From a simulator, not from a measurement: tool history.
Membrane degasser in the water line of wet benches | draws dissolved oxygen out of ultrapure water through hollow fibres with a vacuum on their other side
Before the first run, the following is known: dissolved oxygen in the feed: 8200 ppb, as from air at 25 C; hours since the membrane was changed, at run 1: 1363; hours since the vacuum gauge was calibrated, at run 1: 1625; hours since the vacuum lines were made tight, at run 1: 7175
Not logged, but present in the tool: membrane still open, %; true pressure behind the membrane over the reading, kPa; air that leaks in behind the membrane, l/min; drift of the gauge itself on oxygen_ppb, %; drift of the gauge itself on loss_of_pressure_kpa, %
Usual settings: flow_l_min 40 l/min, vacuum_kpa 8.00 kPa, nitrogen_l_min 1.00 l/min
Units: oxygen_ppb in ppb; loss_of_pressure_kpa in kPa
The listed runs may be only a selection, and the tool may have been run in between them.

| run | hour | flow_l_min | vacuum_kpa | nitrogen_l_min | hours since the membrane was changed | hours since the vacuum gauge was calibrated | hours since the vacuum lines were made tight | oxygen_ppb | loss_of_pressure_kpa |
|---|---|---|---|---|---|---|---|---|---|
| 1 | 0.0 | 40 | 8.00 | 1.00 | 1363 | 1625 | 7175 | 378.5 | 47.64 |
| 2 | 55.8 | 40 | 8.00 | 1.00 | 1419 | 1681 | 7231 | 382.4 | 48.30 |
| 3 | 97.2 | 40 | 5.98 | 1.00 | 1460 | 1722 | 7273 | 227.7 | 48.11 |
| 4 | 160.4 | 40 | 5.98 | 1.00 | 1523 | 1785 | 7336 | 227.9 | 48.43 |
| 5 | 242.5 | 40 | 5.98 | 1.00 | 1605 | 1867 | 7418 | 230.5 | 47.89 |
| 6 | 296.1 | 40 | 15.78 | 1.00 | 1659 | 1921 | 7472 | 930.1 | 47.71 |
| 7 | 387.1 | 40 | 10.13 | 1.00 | 1750 | 2012 | 7563 | 539.7 | 47.93 |
| 8 | 469.9 | 40 | 8.00 | 1.00 | 1833 | 2095 | 7645 | 382.9 | 48.30 |
| 9 | 537.5 | 40 | 5.12 | 1.00 | 1900 | 2162 | 7713 | 164.7 | 48.14 |
| 10 | 606.9 | 31 | 5.15 | 2.01 | 1970 | 2232 | 7782 | 74.3 | 37.48 |
| 11 | 686.2 | 49 | 5.15 | 2.01 | 2049 | 2311 | 7862 | 115.7 | 58.78 |
| 12 | 776.1 | 39 | 9.80 | 1.83 | 2139 | 2401 | 7952 | 311.4 | 46.93 |
| 13 | 854.9 | 39 | 9.80 | 1.83 | 2218 | 2480 | 8030 | 313.3 | 47.05 |
| 14 | 913.3 | 52 | 7.50 | 1.01 | 2276 | 2538 | 8089 | 424.4 | 62.34 |

Run 15 is up next; what results do you expect?
| 15 | 990.4 | 37 | 8.00 | 0.42 | 2353 | 2615 | 8166 | ? | ? |

oxygen_ppb: 659.5 ppb
loss_of_pressure_kpa: 44.73 kPa
On a tool with no hidden condition, and with the same random variation, this run would have come out at oxygen_ppb 644.0 ppb, loss_of_pressure_kpa 44.09 kPa.

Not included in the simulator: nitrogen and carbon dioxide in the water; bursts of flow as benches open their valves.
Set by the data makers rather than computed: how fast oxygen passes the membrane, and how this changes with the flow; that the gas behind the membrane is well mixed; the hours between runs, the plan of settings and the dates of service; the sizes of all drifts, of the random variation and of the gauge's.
